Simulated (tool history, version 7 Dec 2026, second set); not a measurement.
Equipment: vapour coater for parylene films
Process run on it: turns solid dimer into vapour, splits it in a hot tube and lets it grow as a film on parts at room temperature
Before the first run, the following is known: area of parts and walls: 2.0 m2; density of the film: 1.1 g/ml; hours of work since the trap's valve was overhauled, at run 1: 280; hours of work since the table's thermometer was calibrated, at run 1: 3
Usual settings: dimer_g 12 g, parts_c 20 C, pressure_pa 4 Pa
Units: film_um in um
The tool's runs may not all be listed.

run	hour	dimer_g	parts_c	pressure_pa	hours of work since the trap's valve was overhauled	hours of work since the table's thermometer was calibrated	film_um
1	0	12	20	4	280	3	2.73
2	34	12	20	4	294	17	2.77
# hour 56.1: trap's valve overhauled
3	72.1	12	20	4	7	31	3.11
4	93.5	12	20	4	15	39	3.09
5	121	19	20	4	27	51	4.83
6	147.9	19	20	4	38	62	4.87
7	195.3	12	20	4	57	81	3.06
8	226.3	12	20	4	70	94	3.04
9	256.5	17	20	4	83	107	4.26
10	298.2	6	23	4	100	124	1.33
11	335.6	6	15	4	115	139	1.79
12	359.7	6	28	5.64	125	149	0.94
13	401.5	12	14	4	142	166	3.68

Across each entry between runs, compare the hidden state at the last listed run before it with the hidden state at the first listed run after it:
Logged between run 2 and run 3: trap's valve overhauled (hour 56.1)
  vapour lost through the trap's worn valve, %: 12.9 -> 0.5; true temperature of the parts over the reading, C: 0.19 -> 0.2
  measured minus no-state result, film_um: -0.43 -> -0.04 um

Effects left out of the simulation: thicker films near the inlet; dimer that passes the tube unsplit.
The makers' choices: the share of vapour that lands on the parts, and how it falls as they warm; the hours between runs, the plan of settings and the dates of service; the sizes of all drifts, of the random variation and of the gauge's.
